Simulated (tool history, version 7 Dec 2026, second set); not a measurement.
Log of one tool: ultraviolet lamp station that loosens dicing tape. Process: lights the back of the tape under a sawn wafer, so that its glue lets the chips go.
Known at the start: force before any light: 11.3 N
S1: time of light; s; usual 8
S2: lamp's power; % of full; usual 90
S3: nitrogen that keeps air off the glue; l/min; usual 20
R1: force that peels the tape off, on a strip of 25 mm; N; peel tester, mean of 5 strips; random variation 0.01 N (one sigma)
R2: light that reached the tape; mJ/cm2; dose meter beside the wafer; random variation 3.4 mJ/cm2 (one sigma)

run,hour,S1,S2,S3,R1,R2
1,0.0,8,90,20,0.631,474
2,10.2,8,90,20,0.645,470
3,20.4,12,90,20,0.316,700
4,38.1,12,90,20,0.313,701
5,46.4,12,90,20,0.306,699
6,60.1,8,82,20,0.810,419
7,75.3,8,82,20,0.849,421
8,84.1,8,92,20,0.671,471
9,97.8,8,92,20,0.650,470
10,110.1,8,92,20,0.669,467
11,119.5,8,92,20,0.688,459
12,131.4,8,92,20,0.684,458
13,148.3,8,90,20,0.718,454
14,166.5,4,90,20,2.618,219
15,181.8,16,90,22,0.256,883
16,198.4,8,65,6,2.993,322
17,215.0,11,80,21,0.483,537
18,229.2,13,80,8,0.695,628
19,239.1,13,95,30,0.259,745
20,248.2,13,95,30,0.260,741
21,267.2,8,90,21,0.811,431
22,276.4,6,65,21,2.411,233
23,292.9,6,65,21,2.403,224
24,300.7,6,65,21,2.384,230
25,316.2,4,79,29,2.872,188

The same runs without the tool's hidden state, with the same run-to-run variation:
The hidden state here: lamp's light, % of a new lamp's; light that the window lets through, % of a clean one's; drift of the gauge itself on peel_n, %; drift of the gauge itself on dose_mj_cm2, %.
run,R1,R2
1,0.447,561
2,0.451,559
3,0.264,834
4,0.259,841
5,0.250,841
6,0.540,506
7,0.562,512
8,0.445,574
9,0.428,576
10,0.436,576
11,0.447,567
12,0.440,569
13,0.452,566
14,1.837,276
15,0.239,1116
16,2.103,408
17,0.315,687
18,0.414,808
19,0.231,963
20,0.232,961
21,0.469,562
22,1.548,305
23,1.522,297
24,1.509,304
25,1.878,249

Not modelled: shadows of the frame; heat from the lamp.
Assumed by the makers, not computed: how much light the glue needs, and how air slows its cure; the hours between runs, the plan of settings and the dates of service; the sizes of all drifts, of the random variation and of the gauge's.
